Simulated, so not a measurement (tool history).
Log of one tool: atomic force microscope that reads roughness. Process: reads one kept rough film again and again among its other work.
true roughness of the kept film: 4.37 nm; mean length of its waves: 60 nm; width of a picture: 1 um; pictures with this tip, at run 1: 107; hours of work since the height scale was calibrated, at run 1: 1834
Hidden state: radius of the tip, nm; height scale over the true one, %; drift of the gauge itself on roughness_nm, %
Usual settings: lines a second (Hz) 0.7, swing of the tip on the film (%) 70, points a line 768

run,hour,lines a second (Hz),swing of the tip on the film (%),points a line,pictures with this tip,hours of work since the height scale was calibrated,roughness of the kept film (nm (root mean square))
1,0,0.7,70,768,107,1834,3.837
# hour 13.8: new tip fitted
2,39.4,2.31,70,768,56,1861,3.802
# hour 75.7: new tip fitted
3,89.4,2.31,70,768,30,1895,3.875
# hour 141.3: new tip fitted
4,149.2,0.526,70,768,17,1937,4.079
# hour 203.5: new tip fitted
5,203.5,0.526,70,768,0,1974,4.123
6,255.3,0.526,70,768,113,2010,3.822
# hour 265.7: new tip fitted
7,324.1,0.7,70,480,128,2058,3.712
# hour 329.7: new tip fitted
8,376.5,0.7,70,480,103,2094,3.829
# hour 392.8: new tip fitted
9,420.6,0.7,70,480,61,2125,3.915
# hour 453.4: new tip fitted
# hour 488.5: height scale calibrated on a step standard
10,488.5,0.7,70,768,74,0,3.93
# hour 514.9: new tip fitted
11,527.3,0.7,70,768,27,27,4.075
12,555.5,0.7,70,768,89,46,3.871
# hour 580.8: new tip fitted
13,593.7,0.7,70,768,28,73,4.042
14,636,0.7,70,768,121,102,3.825
# hour 641.1: new tip fitted
15,692.9,0.7,70,768,113,142,3.842
# hour 703.4: new tip fitted
16,740.8,0.7,70,768,82,175,3.913
# hour 764.2: new tip fitted
17,808.5,0.7,70,768,97,222,3.882
# hour 824.6: new tip fitted
18,876.3,0.7,70,420,113,269,3.819
# hour 886.8: new tip fitted
19,910.1,0.7,70,420,51,292,4.021
# hour 949: new tip fitted
20,958,2.641,90,987,19,325,3.531
21,1006.4,0.843,85,414,125,359,3.655
# hour 1011.2: new tip fitted
22,1038.9,0.843,85,414,60,381,3.832
# hour 1074.5: new tip fitted
23,1084.4,3.027,81,778,22,413,3.647
24,1131.1,0.7,88,422,124,445,3.68
# hour 1137.7: new tip fitted
25,1172.2,0.7,82,401,75,474,3.861
# hour 1199.4: new tip fitted
26,1222.3,0.7,82,401,50,508,3.91
27,1255.4,1.348,78,259,122,531,3.694
# hour 1261.5: new tip fitted
28,1309.7,1.348,81,272,105,569,3.695
# hour 1325.5: new tip fitted
29,1347.5,1.698,61,996,48,595,3.956
30,1380.8,1.091,81,271,121,618,3.664
# hour 1387.3: new tip fitted
31,1419.7,1.091,61,348,70,645,3.939
# hour 1451.8: new tip fitted
32,1457.1,1.476,81,785,11,671,3.91
# hour 1512.4: new tip fitted
33,1522,1.476,81,785,21,716,3.87
34,1570.6,1.476,81,785,127,750,3.624

The next listed run, before its measurement:
# hour 1575.7: new tip fitted
35,1619,1.842,81,785,95,783,?

roughness of the kept film (nm (root mean square)): 3.609
Without the tool's hidden state the same run would have given roughness of the kept film (nm (root mean square)) 3.89.

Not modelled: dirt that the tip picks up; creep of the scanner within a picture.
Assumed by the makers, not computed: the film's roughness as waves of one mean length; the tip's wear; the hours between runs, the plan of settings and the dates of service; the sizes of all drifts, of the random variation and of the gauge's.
